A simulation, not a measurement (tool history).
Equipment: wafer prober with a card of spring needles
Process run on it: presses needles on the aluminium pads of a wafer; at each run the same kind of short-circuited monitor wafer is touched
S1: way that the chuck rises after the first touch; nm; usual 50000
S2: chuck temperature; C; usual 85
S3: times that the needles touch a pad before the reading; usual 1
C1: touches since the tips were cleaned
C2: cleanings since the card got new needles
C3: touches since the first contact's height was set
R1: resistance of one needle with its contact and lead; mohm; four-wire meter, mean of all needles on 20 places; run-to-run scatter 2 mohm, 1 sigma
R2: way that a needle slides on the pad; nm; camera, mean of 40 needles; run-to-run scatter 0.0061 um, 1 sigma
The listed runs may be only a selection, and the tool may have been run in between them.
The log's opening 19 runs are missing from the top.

run 20 hour=139.3 | S1=40000 S2=85 S3=2 | C1=4940 C2=25 C3=27380 | R1=321 R2=8742
-- hour=145.7 tips cleaned on abrasive film
run 21 hour=146.4 | S1=40000 S2=85 S3=1 | C1=367 C2=26 C3=31081 | R1=259 R2=8728
run 22 hour=155.2 | S1=40000 S2=85 S3=1 | C1=4996 C2=26 C3=35710 | R1=394 R2=8723
-- hour=161.1 tips cleaned on abrasive film
run 23 hour=162.8 | S1=40000 S2=85 S3=1 | C1=881 C2=27 C3=39646 | R1=279 R2=8723
run 24 hour=171.5 | S1=40000 S2=27 S3=1 | C1=5462 C2=27 C3=44227 | R1=404 R2=8718
-- hour=176.8 tips cleaned on abrasive film
run 25 hour=179.6 | S1=40000 S2=27 S3=1 | C1=1479 C2=28 C3=48479 | R1=299 R2=8694
run 26 hour=185.5 | S1=64000 S2=85 S3=2 | C1=4572 C2=28 C3=51572 | R1=263 R2=13973
run 27 hour=189.6 | S1=50000 S2=85 S3=3 | C1=6756 C2=28 C3=53756 | R1=274 R2=10904
-- hour=192.2 tips cleaned on abrasive film
run 28 hour=194.4 | S1=45000 S2=85 S3=2 | C1=1182 C2=29 C3=56206 | R1=257 R2=9780
run 29 hour=201.5 | S1=50000 S2=62 S3=1 | C1=4917 C2=29 C3=59941 | R1=333 R2=10877
-- hour=207.1 height of the first contact set anew
-- hour=208.0 tips cleaned on abrasive film
run 30 hour=209.5 | S1=50000 S2=62 S3=1 | C1=751 C2=30 C3=1193 | R1=253 R2=10963
run 31 hour=218.4 | S1=50000 S2=62 S3=1 | C1=5435 C2=30 C3=5877 | R1=333 R2=10962
-- hour=223.4 tips cleaned on abrasive film
run 32 hour=224.4 | S1=67000 S2=26 S3=1 | C1=492 C2=31 C3=8992 | R1=225 R2=14678
run 33 hour=231.2 | S1=50000 S2=62 S3=2 | C1=4092 C2=31 C3=12592 | R1=284 R2=10955

4 ways to go on from here, each from the tool as it stands after run 33. What would each give?
-- hour=238.7 tips cleaned on abrasive film
run A hour=238.8 | S1=66000 S2=65 S3=1 | C1=42 C2=32 C3=16533 | R1=? R2=?
-- hour=238.7 tips cleaned on abrasive film
run B hour=238.8 | S1=42000 S2=62 S3=2 | C1=42 C2=32 C3=16533 | R1=? R2=?
-- hour=238.7 tips cleaned on abrasive film
run C hour=238.8 | S1=38000 S2=62 S3=2 | C1=42 C2=32 C3=16533 | R1=? R2=?
-- hour=238.7 tips cleaned on abrasive film
run D hour=238.8 | S1=31000 S2=93 S3=1 | C1=42 C2=32 C3=16533 | R1=? R2=?

run=A R1=223 R2=14440
run=B R1=231 R2=9193
run=C R1=235 R2=8309
run=D R1=270 R2=6778
With no hidden state in the tool, these same runs would have given:
run=A R1=214 R2=14475
run=B R1=220 R2=9228
run=C R1=221 R2=8344
run=D R1=239 R2=6813
